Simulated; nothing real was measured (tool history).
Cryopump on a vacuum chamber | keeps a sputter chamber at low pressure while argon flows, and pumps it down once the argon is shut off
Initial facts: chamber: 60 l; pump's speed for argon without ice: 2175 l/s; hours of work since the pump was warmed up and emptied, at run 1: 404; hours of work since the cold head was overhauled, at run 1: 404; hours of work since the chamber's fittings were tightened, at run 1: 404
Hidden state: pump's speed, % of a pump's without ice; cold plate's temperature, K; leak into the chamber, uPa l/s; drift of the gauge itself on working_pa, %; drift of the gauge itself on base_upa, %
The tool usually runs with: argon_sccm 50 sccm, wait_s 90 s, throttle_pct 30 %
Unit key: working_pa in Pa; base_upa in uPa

| run | hour | argon_sccm | wait_s | throttle_pct | hours of work since the pump was warmed up and emptied | hours of work since the cold head was overhauled | hours of work since the chamber's fittings were tightened | working_pa | base_upa |
|---|---|---|---|---|---|---|---|---|---|
| 1 | 0 | 50 | 90 | 30 | 404 | 404 | 404 | 0.1354 | 1.13 |
| 2 | 26.2 | 50 | 90 | 30 | 422 | 422 | 422 | 0.1339 | 1.14 |
| 3 | 45.8 | 50 | 90 | 30 | 435 | 435 | 435 | 0.1367 | 1.18 |
| 4 | 69.9 | 50 | 168 | 30 | 451 | 451 | 451 | 0.1364 | 0.88 |
| 5 | 92 | 50 | 90 | 30 | 466 | 466 | 466 | 0.1368 | 1.19 |
| 6 | 113.5 | 50 | 90 | 30 | 481 | 481 | 481 | 0.1376 | 1.17 |
| 7 | 134.9 | 50 | 90 | 30 | 496 | 496 | 496 | 0.1378 | 1.2 |
| 8 | 152.5 | 50 | 164 | 30 | 508 | 508 | 508 | 0.1359 | 1.03 |
| 9 | 180 | 50 | 164 | 30 | 526 | 526 | 526 | 0.1384 | 1.01 |
| 10 | 207.2 | 50 | 63 | 30 | 545 | 545 | 545 | 0.1377 | 1.5 |
| 11 | 237 | 50 | 63 | 30 | 565 | 565 | 565 | 0.1393 | 1.57 |
| 12 | 255 | 50 | 90 | 20 | 577 | 577 | 577 | 0.2029 | 1.29 |
| 13 | 274.8 | 50 | 90 | 20 | 591 | 591 | 591 | 0.2044 | 1.3 |
| 14 | 291.9 | 50 | 84 | 36 | 603 | 603 | 603 | 0.1184 | 1.41 |
| 15 | 315.1 | 50 | 84 | 36 | 618 | 618 | 618 | 0.1175 | 1.35 |
| 16 | 331.9 | 50 | 84 | 36 | 630 | 630 | 630 | 0.1181 | 1.43 |
| 17 | 348.2 | 23 | 41 | 34 | 641 | 641 | 641 | 0.0574 | 2.12 |
| 18 | 366.9 | 38 | 41 | 57 | 654 | 654 | 654 | 0.0616 | 2.16 |
| 19 | 388.9 | 22 | 231 | 19 | 669 | 669 | 669 | 0.0946 | 1.02 |
| 20 | 406 | 50 | 90 | 50 | 680 | 680 | 680 | 0.0898 | 1.4 |
| 21 | 423.2 | 22 | 45 | 50 | 692 | 692 | 692 | 0.0401 | 2.05 |

Estimate the outcome of run 22 from the log above:
| 22 | 441.1 | 29 | 89 | 50 | 704 | 704 | 704 | ? | ? |

working_pa: 0.0525 Pa
base_upa: 1.51 uPa
With no hidden state in the tool, this same run would have given working_pa 0.0457 Pa, base_upa 0.79 uPa.

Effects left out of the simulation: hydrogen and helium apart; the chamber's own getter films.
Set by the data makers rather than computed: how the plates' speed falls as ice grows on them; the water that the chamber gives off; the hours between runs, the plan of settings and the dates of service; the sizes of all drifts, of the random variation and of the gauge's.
